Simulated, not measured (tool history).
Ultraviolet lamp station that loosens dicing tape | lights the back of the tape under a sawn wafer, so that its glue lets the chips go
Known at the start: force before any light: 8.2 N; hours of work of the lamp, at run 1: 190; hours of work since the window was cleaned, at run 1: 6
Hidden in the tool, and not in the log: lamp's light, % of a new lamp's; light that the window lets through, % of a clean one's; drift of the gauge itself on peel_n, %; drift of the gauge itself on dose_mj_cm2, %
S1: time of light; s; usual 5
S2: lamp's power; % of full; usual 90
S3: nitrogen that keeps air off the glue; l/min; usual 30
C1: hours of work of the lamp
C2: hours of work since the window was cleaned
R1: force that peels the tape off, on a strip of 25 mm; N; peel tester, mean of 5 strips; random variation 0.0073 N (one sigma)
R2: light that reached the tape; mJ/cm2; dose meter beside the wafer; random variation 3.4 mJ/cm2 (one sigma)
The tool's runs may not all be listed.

run,hour,S1,S2,S3,C1,C2,R1,R2
1,0.0,5,90,30,190,6,0.319,519
2,63.0,5,90,30,229,45,0.324,496
3,119.4,5,90,30,265,80,0.333,492
4,191.7,5,90,30,310,126,0.336,476
5,237.0,5,90,30,338,154,0.377,469
6,271.2,5,90,21,359,175,0.443,465
7,342.5,5,90,21,404,220,0.471,451
8,417.7,5,90,21,451,267,0.503,440
9,455.7,5,90,9,475,290,0.803,434
10,510.7,5,90,40,509,325,0.422,419
11,556.9,5,71,40,538,354,0.737,321
12,627.1,5,90,30,582,398,0.544,394
13,701.5,5,90,30,628,444,0.569,385
14,769.9,5,90,30,671,487,0.591,373
15,811.8,5,90,30,697,513,0.610,366
# hour 858.4: lamp changed
# hour 864.7: window cleaned of glue's vapour
16,866.0,8,67,30,4,1,0.209,647
17,904.2,3,88,56,28,25,0.695,316
18,973.8,3,87,52,72,68,0.793,308
19,1032.0,3,67,52,108,105,1.347,229
20,1069.8,10,94,30,132,128,0.154,1047
21,1116.4,4,68,30,161,157,0.975,301
22,1192.3,5,80,30,208,205,0.450,431
23,1263.9,8,75,22,253,249,0.226,628
24,1309.4,5,75,30,281,278,0.582,384
25,1378.2,2,82,58,324,321,2.185,164
26,1453.1,5,90,32,371,368,0.439,433

Forecast each of these 5 alternatives for the next run:
A,1522.9,5,69,26,415,411,?,?
B,1522.9,8,90,32,415,411,?,?
C,1522.9,4,88,32,415,411,?,?
D,1522.9,5,90,50,415,411,?,?
E,1522.9,6,74,21,415,411,?,?

run,R1,R2
A,0.860,327
B,0.190,672
C,0.791,335
D,0.388,420
E,0.552,418
Without the tool's hidden state the same runs would have given:
run,R1,R2
A,0.486,427
B,0.156,880
C,0.442,437
D,0.230,551
E,0.308,547
